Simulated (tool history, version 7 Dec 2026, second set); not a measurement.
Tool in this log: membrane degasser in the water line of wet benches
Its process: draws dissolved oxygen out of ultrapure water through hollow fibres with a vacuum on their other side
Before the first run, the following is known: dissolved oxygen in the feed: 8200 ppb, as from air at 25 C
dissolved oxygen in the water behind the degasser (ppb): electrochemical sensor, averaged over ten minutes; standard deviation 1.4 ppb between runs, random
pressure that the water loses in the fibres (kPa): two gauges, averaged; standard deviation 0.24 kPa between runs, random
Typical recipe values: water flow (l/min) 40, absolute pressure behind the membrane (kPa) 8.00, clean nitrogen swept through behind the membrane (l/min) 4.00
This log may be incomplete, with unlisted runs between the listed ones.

run	hour	water flow (l/min)	absolute pressure behind the membrane (kPa)	clean nitrogen swept through behind the membrane (l/min)	dissolved oxygen in the water behind the degasser (ppb)	pressure that the water loses in the fibres (kPa)
1	0.0	40	8.00	4.00	133.3	64.21
2	180.2	40	8.00	4.00	134.3	64.60
3	312.4	40	8.00	4.00	136.7	64.19
4	386.8	40	8.00	4.00	136.9	63.91
5	514.6	40	8.00	4.00	135.5	64.33
6	694.8	40	8.00	4.00	134.8	64.37
7	853.3	40	8.00	1.75	261.1	64.33
8	979.3	40	8.00	1.75	257.3	64.76
9	1113.9	40	8.00	1.75	259.3	64.27
10	1201.4	40	6.46	4.00	103.1	64.31
11	1345.9	40	9.47	4.00	171.4	64.64
12	1460.3	40	9.47	4.00	170.0	64.77
13	1634.7	40	9.47	4.00	170.8	64.76
14	1744.4	40	9.47	2.44	251.8	64.77
15	1861.6	40	8.00	4.00	140.0	64.85

Run 16 has not been measured yet. What should we expect?
16	1987.7	40	8.00	4.00	?	?

dissolved oxygen in the water behind the degasser (ppb): 139.0
pressure that the water loses in the fibres (kPa): 64.38
Were there no unlogged condition in the tool, this run, its random variation unchanged, would have produced dissolved oxygen in the water behind the degasser (ppb) 133.5, pressure that the water loses in the fibres (kPa) 62.92.

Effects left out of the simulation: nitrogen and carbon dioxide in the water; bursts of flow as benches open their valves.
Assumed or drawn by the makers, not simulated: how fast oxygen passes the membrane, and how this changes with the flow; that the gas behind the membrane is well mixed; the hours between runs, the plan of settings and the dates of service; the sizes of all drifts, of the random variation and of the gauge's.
